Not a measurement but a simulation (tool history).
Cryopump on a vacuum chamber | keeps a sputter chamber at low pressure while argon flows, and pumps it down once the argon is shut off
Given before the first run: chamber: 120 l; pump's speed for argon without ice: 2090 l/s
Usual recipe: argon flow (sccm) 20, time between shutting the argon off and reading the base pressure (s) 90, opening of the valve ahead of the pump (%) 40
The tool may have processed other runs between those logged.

run	hour	argon flow (sccm)	time between shutting the argon off and reading the base pressure (s)	opening of the valve ahead of the pump (%)	pressure while argon flows (Pa)	pressure after the wait (uPa)
1	0	20	90	40	0.0437	0.93
2	11	20	90	40	0.043	0.94
3	22.4	20	90	40	0.044	0.98
4	36.6	20	90	40	0.044	0.95
5	56.6	20	90	40	0.0437	0.94
6	74.9	20	90	40	0.0438	0.94
7	87.3	20	90	40	0.0447	0.99
8	98.1	20	90	40	0.0447	0.98
9	110	20	90	40	0.0439	0.93
10	122.3	20	90	40	0.0441	0.99
11	132.3	20	90	40	0.0444	1.02
12	141	20	195	40	0.0447	0.91
13	159.2	20	195	40	0.0456	0.95
14	170.8	20	90	40	0.0443	1.02
15	186	20	23	40	0.0455	1.56
16	203.1	20	23	40	0.0444	1.61
17	213.4	20	90	40	0.0443	1.04
18	223.5	20	90	40	0.0453	1.06
19	235.4	17	35	19	0.0757	1.35
20	243.7	12	41	47	0.0236	1.24
21	259.3	35	38	21	0.1447	1.38
22	268.1	15	154	40	0.0343	1
23	276.7	23	163	34	0.0609	1
24	286.1	11	23	30	0.0323	1.62
25	296.8	8	90	28	0.0252	1.11
26	314	13	233	40	0.0302	0.96
27	323.8	11	115	40	0.0245	1.1
28	342.4	11	115	40	0.0259	1.08
29	356	11	90	23	0.0421	1.13
30	366.3	11	90	23	0.0421	1.12
31	377.6	33	90	44	0.0699	1.1
32	393.3	20	86	44	0.0428	1.16
33	407.2	10	81	23	0.0384	1.17
34	422.8	9	139	30	0.0265	1.11
35	437.9	9	139	30	0.0282	1.09

Some steps in pressure while argon flows (Pa) between neighbouring runs. How much of each would the tool show without its hidden state too (settings, what came in, random variation), and how much is left for the hidden state, with any gauge scatter that isn't in both results?
The tool's hidden condition here consists of: pump's speed, % of a pump's without ice; cold plate's temperature, K; leak into the chamber, uPa l/s; drift of the gauge itself on working_pa, %; drift of the gauge itself on base_upa, %.
Run 19 -> 20: argon flow (sccm) 17 -> 12, time between shutting the argon off and reading the base pressure (s) 35 -> 41, opening of the valve ahead of the pump (%) 19 -> 47. pressure while argon flows (Pa) -0.0521: hidden state -0.0013, all else -0.0508.
Run 20 -> 21: argon flow (sccm) 12 -> 35, time between shutting the argon off and reading the base pressure (s) 41 -> 38, opening of the valve ahead of the pump (%) 47 -> 21. pressure while argon flows (Pa) +0.1211: hidden state +0.006, all else +0.1151.
Run 21 -> 22: argon flow (sccm) 35 -> 15, time between shutting the argon off and reading the base pressure (s) 38 -> 154, opening of the valve ahead of the pump (%) 21 -> 40. pressure while argon flows (Pa) -0.1104: hidden state -0.0051, all else -0.1053.
Run 30 -> 31: argon flow (sccm) 11 -> 33, opening of the valve ahead of the pump (%) 23 -> 44. pressure while argon flows (Pa) +0.0278: hidden state +0.0065, all else +0.0213.
